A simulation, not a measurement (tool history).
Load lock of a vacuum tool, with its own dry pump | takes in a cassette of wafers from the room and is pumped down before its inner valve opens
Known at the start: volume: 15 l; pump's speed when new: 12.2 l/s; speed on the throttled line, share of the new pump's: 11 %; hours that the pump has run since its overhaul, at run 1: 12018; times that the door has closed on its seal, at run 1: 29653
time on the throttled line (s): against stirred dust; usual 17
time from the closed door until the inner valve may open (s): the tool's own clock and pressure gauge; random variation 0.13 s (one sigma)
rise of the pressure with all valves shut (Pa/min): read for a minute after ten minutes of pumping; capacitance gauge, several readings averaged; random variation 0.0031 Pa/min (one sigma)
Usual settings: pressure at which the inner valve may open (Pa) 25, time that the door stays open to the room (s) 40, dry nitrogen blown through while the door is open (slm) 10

run    hour  time on the throttled line (s)  pressure at which the inner valve may open (Pa)  time that the door stays open to the room (s)  dry nitrogen blown through while the door is open (slm)  hours that the pump has run since its overhaul  times that the door has closed on its seal  incoming humidity of the room's air, %  time from the closed door until the inner valve may open (s)  rise of the pressure with all valves shut (Pa/min)
  1       0                              17                                               25                                             40                                                       10                                           12018                                       29653                                    43.3                                                          26.7                                               0.129
  2   292.3                              17                                               23                                             40                                                       10                                           12311                                       30982                                    47.5                                                          26.9                                               0.128
  3   672.2                              17                                               25                                             40                                                       10                                           12691                                       32710                                    44.8                                                            27                                               0.135
  4     922                              17                                               25                                             40                                                       10                                           12940                                       33846                                    44.2                                                            27                                               0.138
  5  1240.6                              17                                               24                                             40                                                       10                                           13259                                       35295                                    41.9                                                            27                                                0.14
  6  1495.4                              26                                               25                                             40                                                       10                                           13514                                       36454                                      46                                                          34.8                                               0.149
  7  1859.5                              26                                               25                                             40                                                       10                                           13878                                       38110                                    48.1                                                          35.1                                                0.16
  8  2053.8                              17                                               25                                             40                                                       10                                           14072                                       38993                                    42.3                                                          27.2                                               0.155
  9  2439.8                              21                                               25                                             40                                                       10                                           14458                                       40749                                    46.8                                                          30.8                                               0.159
 10  2642.4                              10                                               20                                            109                                                       10                                           14661                                       41670                                    44.6                                                          21.4                                               0.196
 11  2829.3                              10                                               24                                             53                                                       42                                           14848                                       42520                                    49.6                                                          21.2                                               0.141
 12  3187.5                              10                                               24                                            119                                                       35                                           15206                                       44149                                    42.2                                                          21.4                                               0.153
 13  3479.6                              10                                               29                                             46                                                       11                                           15498                                       45477                                    41.6                                                          20.7                                                0.18
 14  3787.3                              15                                               27                                            235                                                       11                                           15806                                       46877                                    43.8                                                          25.8                                               0.228
 15  4083.3                              15                                               27                                            235                                                       11                                           16102                                       48223                                      44                                                          25.6                                               0.246
 16    4498                              17                                               25                                            102                                                       15                                           16517                                       50109                                    44.6                                                          27.8                                               0.208
 17  4769.4                              17                                               25                                             40                                                       24                                           16788                                       51343                                      48                                                          27.6                                               0.181
     4925.7  -- dry pump taken out, an overhauled one fitted
 18  5158.2                              17                                               25                                             40                                                       24                                             232                                       53084                                    42.6                                                          25.4                                               0.192

Forecast each of these 5 alternatives for the next run:
  A  5365                              18                                               38                                             31                                                       24                                             439                                       54025                                    43.1                                                             ?                                                   ?
  B  5365                              28                                               25                                             40                                                       22                                             439                                       54025                                    47.7                                                             ?                                                   ?
  C  5365                               9                                               25                                             38                                                       24                                             439                                       54025                                    46.5                                                             ?                                                   ?
  D  5365                              17                                               25                                             72                                                       25                                             439                                       54025                                    44.2                                                             ?                                                   ?
  E  5365                               9                                               29                                             40                                                       33                                             439                                       54025                                    46.8                                                             ?                                                   ?

run  time from the closed door until the inner valve may open (s)  rise of the pressure with all valves shut (Pa/min)
  A                                                            26                                               0.195
  B                                                          35.2                                               0.197
  C                                                          18.3                                               0.198
  D                                                          25.5                                               0.204
  E                                                          18.2                                               0.186
Without the tool's hidden state the same runs would have given:
run  time from the closed door until the inner valve may open (s)  rise of the pressure with all valves shut (Pa/min)
  A                                                          25.8                                               0.037
  B                                                          35.1                                               0.043
  C                                                          18.2                                               0.042
  D                                                          25.4                                               0.048
  E                                                          18.1                                               0.032
